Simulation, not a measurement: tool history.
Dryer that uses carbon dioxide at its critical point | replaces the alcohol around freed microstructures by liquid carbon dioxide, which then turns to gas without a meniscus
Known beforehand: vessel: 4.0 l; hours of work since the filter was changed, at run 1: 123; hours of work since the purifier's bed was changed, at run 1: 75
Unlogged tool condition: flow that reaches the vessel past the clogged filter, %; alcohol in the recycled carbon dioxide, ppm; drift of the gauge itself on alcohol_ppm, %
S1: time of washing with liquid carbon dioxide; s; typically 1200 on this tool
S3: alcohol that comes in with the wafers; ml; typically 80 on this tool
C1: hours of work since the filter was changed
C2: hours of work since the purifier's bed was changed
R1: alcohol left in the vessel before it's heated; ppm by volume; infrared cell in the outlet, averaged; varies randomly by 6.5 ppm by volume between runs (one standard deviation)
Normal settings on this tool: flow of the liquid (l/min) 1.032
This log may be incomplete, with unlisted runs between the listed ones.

{"run": 1, "day": 0.0, "S1": 1200, "flow of the liquid (l/min)": 1.032, "S3": 80, "C1": 123, "C2": 75, "R1": 336}
{"run": 2, "day": 0.329, "S1": 1200, "flow of the liquid (l/min)": 1.032, "S3": 80, "C1": 129, "C2": 81, "R1": 343}
{"run": 3, "day": 0.938, "S1": 1200, "flow of the liquid (l/min)": 1.56, "S3": 80, "C1": 140, "C2": 92, "R1": 51}
{"run": 4, "day": 1.4, "S1": 1200, "flow of the liquid (l/min)": 1.56, "S3": 80, "C1": 148, "C2": 100, "R1": 58}
{"run": 5, "day": 2.029, "S1": 1200, "flow of the liquid (l/min)": 1.56, "S3": 80, "C1": 160, "C2": 112, "R1": 48}
{"run": 6, "day": 2.654, "S1": 1200, "flow of the liquid (l/min)": 1.56, "S3": 80, "C1": 171, "C2": 123, "R1": 56}
{"run": 7, "day": 3.288, "S1": 1200, "flow of the liquid (l/min)": 1.032, "S3": 45, "C1": 183, "C2": 135, "R1": 219}
{"run": 8, "day": 3.912, "S1": 1200, "flow of the liquid (l/min)": 1.032, "S3": 45, "C1": 195, "C2": 147, "R1": 235}
{"run": 9, "day": 4.354, "S1": 1200, "flow of the liquid (l/min)": 1.032, "S3": 80, "C1": 203, "C2": 155, "R1": 395}
{"run": 10, "day": 4.883, "S1": 1200, "flow of the liquid (l/min)": 1.032, "S3": 80, "C1": 212, "C2": 164, "R1": 399}
{"run": 11, "day": 5.533, "S1": 1200, "flow of the liquid (l/min)": 1.032, "S3": 80, "C1": 224, "C2": 176, "R1": 419}
{"run": 12, "day": 6.008, "S1": 1200, "flow of the liquid (l/min)": 1.032, "S3": 80, "C1": 233, "C2": 185, "R1": 417}
{"run": 13, "day": 6.425, "S1": 1200, "flow of the liquid (l/min)": 1.032, "S3": 80, "C1": 241, "C2": 193, "R1": 423}
{"run": 14, "day": 6.938, "S1": 1200, "flow of the liquid (l/min)": 1.032, "S3": 80, "C1": 250, "C2": 202, "R1": 443}
{"run": 15, "day": 7.296, "S1": 1200, "flow of the liquid (l/min)": 1.032, "S3": 80, "C1": 257, "C2": 209, "R1": 439}
{"run": 16, "day": 7.85, "S1": 1200, "flow of the liquid (l/min)": 1.032, "S3": 80, "C1": 267, "C2": 219, "R1": 438}
{"run": 17, "day": 8.325, "S1": 1200, "flow of the liquid (l/min)": 1.032, "S3": 80, "C1": 276, "C2": 228, "R1": 438}
{"run": 18, "day": 8.742, "S1": 1200, "flow of the liquid (l/min)": 0.87, "S3": 80, "C1": 283, "C2": 235, "R1": 849}
{"run": 19, "day": 9.371, "S1": 1200, "flow of the liquid (l/min)": 0.87, "S3": 80, "C1": 295, "C2": 247, "R1": 870}
{"run": 20, "day": 10.008, "S1": 1200, "flow of the liquid (l/min)": 0.87, "S3": 80, "C1": 307, "C2": 259, "R1": 884}
{"run": 21, "day": 10.367, "S1": 1200, "flow of the liquid (l/min)": 0.87, "S3": 80, "C1": 313, "C2": 265, "R1": 864}
{"run": 22, "day": 10.671, "S1": 1200, "flow of the liquid (l/min)": 1.032, "S3": 80, "C1": 319, "C2": 271, "R1": 486}
{"run": 23, "day": 10.938, "S1": 1200, "flow of the liquid (l/min)": 1.032, "S3": 80, "C1": 324, "C2": 276, "R1": 499}
{"run": 24, "day": 11.262, "S1": 1200, "flow of the liquid (l/min)": 0.65, "S3": 80, "C1": 330, "C2": 282, "R1": 2086}
{"day": 11.646, "done": "inlet filter changed"}
{"run": 25, "day": 11.917, "S1": 780, "flow of the liquid (l/min)": 1.032, "S3": 92, "C1": 5, "C2": 293, "R1": 1466}
{"run": 26, "day": 12.417, "S1": 780, "flow of the liquid (l/min)": 1.09, "S3": 92, "C1": 14, "C2": 302, "R1": 1269}
{"run": 27, "day": 12.692, "S1": 1200, "flow of the liquid (l/min)": 1.032, "S3": 86, "C1": 19, "C2": 307, "R1": 346}
{"run": 28, "day": 12.983, "S1": 840, "flow of the liquid (l/min)": 1.032, "S3": 23, "C1": 25, "C2": 313, "R1": 329}
{"run": 29, "day": 13.617, "S1": 1020, "flow of the liquid (l/min)": 1.032, "S3": 89, "C1": 36, "C2": 324, "R1": 670}
{"run": 30, "day": 13.925, "S1": 1020, "flow of the liquid (l/min)": 1.032, "S3": 34, "C1": 42, "C2": 330, "R1": 274}
{"run": 31, "day": 14.371, "S1": 1200, "flow of the liquid (l/min)": 1.12, "S3": 29, "C1": 50, "C2": 338, "R1": 110}
{"run": 32, "day": 15.029, "S1": 1200, "flow of the liquid (l/min)": 1.12, "S3": 29, "C1": 62, "C2": 350, "R1": 107}
{"run": 33, "day": 15.483, "S1": 1500, "flow of the liquid (l/min)": 0.71, "S3": 55, "C1": 71, "C2": 359, "R1": 461}
{"run": 34, "day": 15.879, "S1": 840, "flow of the liquid (l/min)": 1.02, "S3": 80, "C1": 78, "C2": 366, "R1": 1189}
{"run": 35, "day": 16.404, "S1": 840, "flow of the liquid (l/min)": 1.02, "S3": 80, "C1": 87, "C2": 375, "R1": 1191}
{"run": 36, "day": 16.75, "S1": 840, "flow of the liquid (l/min)": 1.02, "S3": 80, "C1": 94, "C2": 382, "R1": 1191}
{"run": 37, "day": 17.171, "S1": 1200, "flow of the liquid (l/min)": 1.032, "S3": 26, "C1": 102, "C2": 390, "R1": 150}
{"run": 38, "day": 17.712, "S1": 1380, "flow of the liquid (l/min)": 1.06, "S3": 31, "C1": 112, "C2": 400, "R1": 102}
{"run": 39, "day": 18.379, "S1": 1320, "flow of the liquid (l/min)": 0.79, "S3": 113, "C1": 124, "C2": 412, "R1": 1008}
{"run": 40, "day": 18.829, "S1": 1320, "flow of the liquid (l/min)": 0.79, "S3": 113, "C1": 132, "C2": 420, "R1": 1019}
{"run": 41, "day": 19.392, "S1": 1800, "flow of the liquid (l/min)": 0.79, "S3": 103, "C1": 142, "C2": 430, "R1": 311}
{"run": 42, "day": 19.671, "S1": 1620, "flow of the liquid (l/min)": 1.24, "S3": 59, "C1": 147, "C2": 436, "R1": 60}
{"run": 43, "day": 20.133, "S1": 1260, "flow of the liquid (l/min)": 1.57, "S3": 37, "C1": 156, "C2": 444, "R1": 60}
{"run": 44, "day": 20.617, "S1": 1200, "flow of the liquid (l/min)": 1.07, "S3": 40, "C1": 165, "C2": 453, "R1": 195}
{"run": 45, "day": 20.95, "S1": 840, "flow of the liquid (l/min)": 0.82, "S3": 41, "C1": 171, "C2": 459, "R1": 1160}
{"run": 46, "day": 21.225, "S1": 1140, "flow of the liquid (l/min)": 1.65, "S3": 37, "C1": 176, "C2": 464, "R1": 59}

4 ways to go on from here, each from the tool as it stands after run 46. What would each give?
{"run": "A", "day": 21.879, "S1": 1200, "flow of the liquid (l/min)": 1.61, "S3": 68, "C1": 188, "C2": 476, "R1": "?"}
{"run": "B", "day": 21.879, "S1": 1080, "flow of the liquid (l/min)": 0.83, "S3": 68, "C1": 188, "C2": 476, "R1": "?"}
{"run": "C", "day": 21.879, "S1": 960, "flow of the liquid (l/min)": 0.71, "S3": 37, "C1": 188, "C2": 476, "R1": "?"}
{"run": "D", "day": 21.879, "S1": 1200, "flow of the liquid (l/min)": 1.65, "S3": 37, "C1": 188, "C2": 476, "R1": "?"}

run=A R1=74
run=B R1=1030
run=C R1=1123
run=D R1=43
Had the tool no hidden state, the same runs would have come out as:
run=A R1=20
run=B R1=798
run=C R1=919
run=D R1=0
